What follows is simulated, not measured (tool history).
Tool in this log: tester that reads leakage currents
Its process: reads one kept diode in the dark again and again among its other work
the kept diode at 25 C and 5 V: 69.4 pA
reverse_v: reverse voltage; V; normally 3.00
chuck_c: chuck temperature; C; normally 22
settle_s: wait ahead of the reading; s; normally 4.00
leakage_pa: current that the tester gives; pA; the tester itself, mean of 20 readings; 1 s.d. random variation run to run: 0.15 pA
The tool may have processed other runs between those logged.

| run | hour | reverse_v | chuck_c | settle_s | leakage_pa |
|---|---|---|---|---|---|
| 1 | 0.0 | 3.00 | 22 | 4.00 | 43.95 |
|  | 57.2 | chuck's temperature calibrated |
| 2 | 134.8 | 3.00 | 24 | 4.00 | 59.56 |
| 3 | 201.1 | 3.00 | 22 | 4.00 | 50.86 |
| 4 | 292.7 | 3.00 | 22 | 4.00 | 51.14 |
| 5 | 418.4 | 3.00 | 22 | 4.00 | 50.60 |
| 6 | 543.1 | 3.00 | 36 | 4.00 | 139.39 |
| 7 | 641.3 | 3.00 | 22 | 4.00 | 50.53 |
| 8 | 712.9 | 3.00 | 35 | 4.00 | 129.00 |
| 9 | 809.3 | 3.00 | 35 | 4.00 | 127.41 |
|  | 821.7 | tester calibrated |
| 10 | 886.3 | 3.00 | 35 | 4.00 | 126.62 |
| 11 | 996.0 | 3.00 | 35 | 4.00 | 125.65 |
|  | 1050.0 | probe card cleaned and baked |
| 12 | 1066.4 | 3.00 | 35 | 4.00 | 117.66 |
| 13 | 1165.7 | 3.00 | 22 | 4.00 | 41.80 |
| 14 | 1282.8 | 3.00 | 22 | 4.00 | 41.78 |
| 15 | 1398.2 | 3.00 | 22 | 4.00 | 41.34 |
|  | 1474.9 | tester calibrated, once more |
| 16 | 1505.3 | 1.42 | 22 | 4.00 | 33.08 |
| 17 | 1615.8 | 1.42 | 22 | 4.00 | 33.00 |
| 18 | 1716.0 | 3.47 | 39 | 1.40 | 161.71 |
| 19 | 1801.5 | 3.47 | 39 | 1.40 | 162.15 |
|  | 1850.3 | chuck's temperature calibrated |
| 20 | 1908.7 | 3.00 | 32 | 4.00 | 104.64 |
| 21 | 1962.3 | 2.48 | 54 | 4.00 | 471.77 |
| 22 | 2059.5 | 16.67 | 52 | 2.68 | 748.67 |
| 23 | 2124.4 | 2.95 | 33 | 1.41 | 111.10 |
| 24 | 2227.7 | 13.27 | 32 | 1.41 | 172.54 |
| 25 | 2296.1 | 1.93 | 56 | 0.45 | 483.81 |
| 26 | 2352.6 | 1.10 | 35 | 0.89 | 92.23 |
| 27 | 2462.4 | 1.17 | 29 | 0.50 | 59.55 |
| 28 | 2557.8 | 12.93 | 29 | 0.31 | 141.41 |
| 29 | 2659.6 | 7.59 | 22 | 7.72 | 68.48 |
| 30 | 2724.7 | 18.99 | 20 | 0.76 | 94.62 |
| 31 | 2830.5 | 6.32 | 22 | 4.00 | 63.19 |

Alternative continuations, all from the tool just after run 31; predict every row:
| A | 2950.5 | 7.50 | 22 | 9.20 | ? |
| B | 2950.5 | 8.16 | 24 | 8.12 | ? |
| C | 2950.5 | 3.69 | 21 | 1.66 | ? |
| D | 2950.5 | 1.65 | 22 | 4.00 | ? |

| run | leakage_pa |
|---|---|
| A | 68.05 |
| B | 81.14 |
| C | 47.49 |
| D | 37.52 |
With the hidden condition removed and each run's random variation left untouched, the same runs would have given:
| run | leakage_pa |
|---|---|
| A | 61.64 |
| B | 74.79 |
| C | 45.86 |
| D | 38.56 |
